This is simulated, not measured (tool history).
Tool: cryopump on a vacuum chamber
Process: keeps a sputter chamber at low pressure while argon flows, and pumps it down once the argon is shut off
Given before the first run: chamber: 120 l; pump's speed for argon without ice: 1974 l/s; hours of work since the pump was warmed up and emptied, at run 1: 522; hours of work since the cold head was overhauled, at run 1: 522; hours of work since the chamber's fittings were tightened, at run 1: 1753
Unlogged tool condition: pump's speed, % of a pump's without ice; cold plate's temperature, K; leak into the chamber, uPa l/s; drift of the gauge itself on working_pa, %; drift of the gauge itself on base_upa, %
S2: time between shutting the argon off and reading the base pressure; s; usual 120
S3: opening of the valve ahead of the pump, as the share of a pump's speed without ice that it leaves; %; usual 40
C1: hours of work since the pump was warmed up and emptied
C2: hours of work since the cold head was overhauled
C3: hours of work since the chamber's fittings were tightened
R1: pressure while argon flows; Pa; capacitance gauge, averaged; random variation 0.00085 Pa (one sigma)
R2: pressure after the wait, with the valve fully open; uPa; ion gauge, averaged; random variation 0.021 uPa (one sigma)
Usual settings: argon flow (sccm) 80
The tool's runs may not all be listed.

Run 1, day 0: usual settings; C1 522; C2 522; C3 1753. Result: R1 0.1913 Pa, R2 1.01 uPa.
Run 2, day 0.771: usual settings but S2 24 s; C1 533; C2 533; C3 1764. Result: R1 0.1901 Pa, R2 2.17 uPa.
Run 3, day 1.733: usual settings but S2 24 s; C1 548; C2 548; C3 1778. Result: R1 0.1915 Pa, R2 2.22 uPa.
Run 4, day 2.675: usual settings but S2 24 s; C1 561; C2 561; C3 1792. Result: R1 0.1932 Pa, R2 2.23 uPa.
Run 5, day 3.371: usual settings but S2 22 s; C1 571; C2 571; C3 1802. Result: R1 0.1922 Pa, R2 2.35 uPa.
Run 6, day 3.962: usual settings but S2 22 s; C1 580; C2 580; C3 1811. Result: R1 0.1944 Pa, R2 2.38 uPa.
Run 7, day 4.738: usual settings but S2 22 s; C1 591; C2 591; C3 1822. Result: R1 0.1941 Pa, R2 2.36 uPa.
Run 8, day 5.712: usual settings but S2 22 s; C1 606; C2 606; C3 1837. Result: R1 0.1953 Pa, R2 2.4 uPa.
Run 9, day 6.633: usual settings but S3 59 %; C1 619; C2 619; C3 1850. Result: R1 0.1413 Pa, R2 1.08 uPa.
Run 10, day 7.183: usual settings but S2 55 s, S3 59 %; C1 627; C2 627; C3 1858. Result: R1 0.1401 Pa, R2 1.43 uPa.
Run 11, day 7.625: usual settings but S2 55 s, S3 17 %; C1 634; C2 634; C3 1865. Result: R1 0.4298 Pa, R2 1.39 uPa.
Run 12, day 8.533: usual settings but S2 21 s; C1 647; C2 647; C3 1878. Result: R1 0.1974 Pa, R2 2.5 uPa.
Run 13, day 9.358: usual settings but S2 21 s; C1 659; C2 659; C3 1890. Result: R1 0.1967 Pa, R2 2.43 uPa.
Run 14, day 10.2: usual settings but S2 21 s; C1 671; C2 671; C3 1902. Result: R1 0.1996 Pa, R2 2.49 uPa.
Run 15, day 10.808: usual settings but S2 21 s; C1 680; C2 680; C3 1911. Result: R1 0.1981 Pa, R2 2.5 uPa.
Run 16, day 11.642: usual settings but S2 192 s; C1 692; C2 692; C3 1923. Result: R1 0.1997 Pa, R2 1.01 uPa.
Run 17, day 12.546: usual settings; C1 706; C2 706; C3 1936. Result: R1 0.1996 Pa, R2 1.16 uPa.
Run 18, day 13.271: usual settings but argon flow (sccm) 38; C1 716; C2 716; C3 1947. Result: R1 0.0952 Pa, R2 1.15 uPa.
At day 13.625: pump warmed up, emptied and cooled again.
Run 19, day 13.883: usual settings but S2 41 s, S3 38 %; C1 4; C2 722; C3 1953. Result: R1 0.1815 Pa, R2 1.46 uPa.
Run 20, day 14.812: usual settings but S2 41 s, S3 38 %; C1 17; C2 736; C3 1966. Result: R1 0.1823 Pa, R2 1.4 uPa.
Run 21, day 15.3: usual settings but S2 41 s, S3 38 %; C1 25; C2 743; C3 1974. Result: R1 0.1817 Pa, R2 1.46 uPa.
Run 22, day 15.954: usual settings but S2 41 s, S3 38 %; C1 34; C2 752; C3 1983. Result: R1 0.1804 Pa, R2 1.46 uPa.
Run 23, day 16.538: usual settings but argon flow (sccm) 56, S2 54 s, S3 46 %; C1 43; C2 761; C3 1992. Result: R1 0.1051 Pa, R2 1.33 uPa.
Run 24, day 17.425: usual settings but argon flow (sccm) 56, S2 54 s, S3 46 %; C1 56; C2 774; C3 2005. Result: R1 0.1059 Pa, R2 1.28 uPa.
Run 25, day 17.988: usual settings but argon flow (sccm) 56, S2 54 s, S3 46 %; C1 64; C2 782; C3 2013. Result: R1 0.1056 Pa, R2 1.26 uPa.
Run 26, day 18.954: usual settings but argon flow (sccm) 56, S2 54 s, S3 46 %; C1 78; C2 796; C3 2027. Result: R1 0.106 Pa, R2 1.27 uPa.
Run 27, day 19.671: usual settings but argon flow (sccm) 67, S2 233 s; C1 88; C2 807; C3 2037. Result: R1 0.1458 Pa, R2 0.84 uPa.
Run 28, day 20.117: usual settings but argon flow (sccm) 77, S2 166 s, S3 25 %; C1 95; C2 813; C3 2044. Result: R1 0.2672 Pa, R2 0.86 uPa.
Run 29, day 20.817: usual settings but argon flow (sccm) 46, S2 112 s, S3 22 %; C1 105; C2 823; C3 2054. Result: R1 0.1815 Pa, R2 0.96 uPa.
Run 30, day 21.267: usual settings but argon flow (sccm) 147, S3 39 %; C1 112; C2 830; C3 2061. Result: R1 0.3264 Pa, R2 0.92 uPa.
Run 31, day 21.858: usual settings but argon flow (sccm) 147, S3 39 %; C1 120; C2 839; C3 2069. Result: R1 0.3305 Pa, R2 0.98 uPa.
Run 32, day 22.829: usual settings but argon flow (sccm) 106, S3 43 %; C1 134; C2 853; C3 2084. Result: R1 0.2176 Pa, R2 0.97 uPa.
Run 33, day 23.267: usual settings but argon flow (sccm) 106, S3 43 %; C1 141; C2 859; C3 2090. Result: R1 0.2178 Pa, R2 0.96 uPa.
Run 34, day 23.775: usual settings but argon flow (sccm) 81, S2 102 s, S3 24 %; C1 148; C2 867; C3 2097. Result: R1 0.2928 Pa, R2 1.07 uPa.
Run 35, day 24.771: usual settings but argon flow (sccm) 115, S2 102 s, S3 24 %; C1 163; C2 881; C3 2112. Result: R1 0.4202 Pa, R2 1.03 uPa.

Here are 3 independent what-if runs from the current tool condition. What would each one return?
Run A, day 25.754: usual settings but argon flow (sccm) 126, S2 240 s, S3 16 %; C1 177; C2 895; C3 2126. Result: R1 ?, R2 ?.
Run B, day 25.754: usual settings but argon flow (sccm) 121, S2 31 s; C1 177; C2 895; C3 2126. Result: R1 ?, R2 ?.
Run C, day 25.754: usual settings but argon flow (sccm) 115, S2 102 s, S3 18 %; C1 177; C2 895; C3 2126. Result: R1 ?, R2 ?.

run      R1    R2
  A  0.6883  0.87
  B  0.2696  1.83
  C   0.555  1.05
With no hidden state in the tool, these same runs would have given:
run      R1    R2
  A  0.6783  0.31
  B  0.2601  1.28
  C  0.5459   0.5
